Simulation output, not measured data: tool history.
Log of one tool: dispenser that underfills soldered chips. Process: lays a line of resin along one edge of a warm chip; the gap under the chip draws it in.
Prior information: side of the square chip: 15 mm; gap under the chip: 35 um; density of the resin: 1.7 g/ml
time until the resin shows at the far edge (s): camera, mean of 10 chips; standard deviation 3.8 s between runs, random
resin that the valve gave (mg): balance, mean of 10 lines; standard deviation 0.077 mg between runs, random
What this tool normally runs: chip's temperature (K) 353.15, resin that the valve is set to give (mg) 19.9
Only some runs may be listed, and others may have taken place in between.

run,hour,chip's temperature (K),resin that the valve is set to give (mg),time until the resin shows at the far edge (s),resin that the valve gave (mg)
1,0.0,353.15,19.9,600.3,19.56
# hour 5.1: new syringe of resin
2,7.1,353.15,19.9,412.9,19.65
3,12.1,353.15,25.1,535.3,24.61
4,17.4,356.15,25.1,618.3,24.78
# hour 18.9: new syringe of resin
5,22.9,356.15,25.1,410.5,24.63
6,26.8,353.15,22.5,601.0,21.94
7,29.6,353.15,22.5,693.6,21.86
# hour 32.9: new syringe of resin
8,33.1,353.15,21.7,393.4,21.12
9,37.3,353.15,19.9,502.4,19.31
10,41.2,353.15,17.2,627.1,16.73
# hour 46.9: new syringe of resin
11,48.4,353.15,17.2,433.3,16.70
12,52.1,366.15,19.9,285.2,19.21
13,55.2,359.15,19.9,450.2,19.17
# hour 60.7: new syringe of resin
14,61.6,353.15,19.9,403.3,19.08
15,67.4,353.15,19.9,554.7,19.10
16,72.8,353.15,19.9,730.7,19.06
# hour 74.5: new syringe of resin
17,79.9,353.15,19.9,517.1,18.90
18,83.4,353.15,19.9,624.7,18.97
19,86.9,353.15,19.9,771.6,18.90
# hour 88.3: new syringe of resin
20,93.1,353.15,19.9,513.2,18.65
21,95.9,367.15,19.0,310.4,17.94
22,99.9,359.15,20.6,551.8,19.40
# hour 102.2: new syringe of resin
23,106.3,366.15,25.7,247.4,24.19

The next listed run, before its measurement:
24,110.6,365.15,23.6,?,?

Run 24 yielded time until the resin shows at the far edge (s) 335.1, resin that the valve gave (mg) 22.08.
On a tool with no hidden condition, and with the same random variation, this run would have come out at time until the resin shows at the far edge (s) 211.8, resin that the valve gave (mg) 23.57.
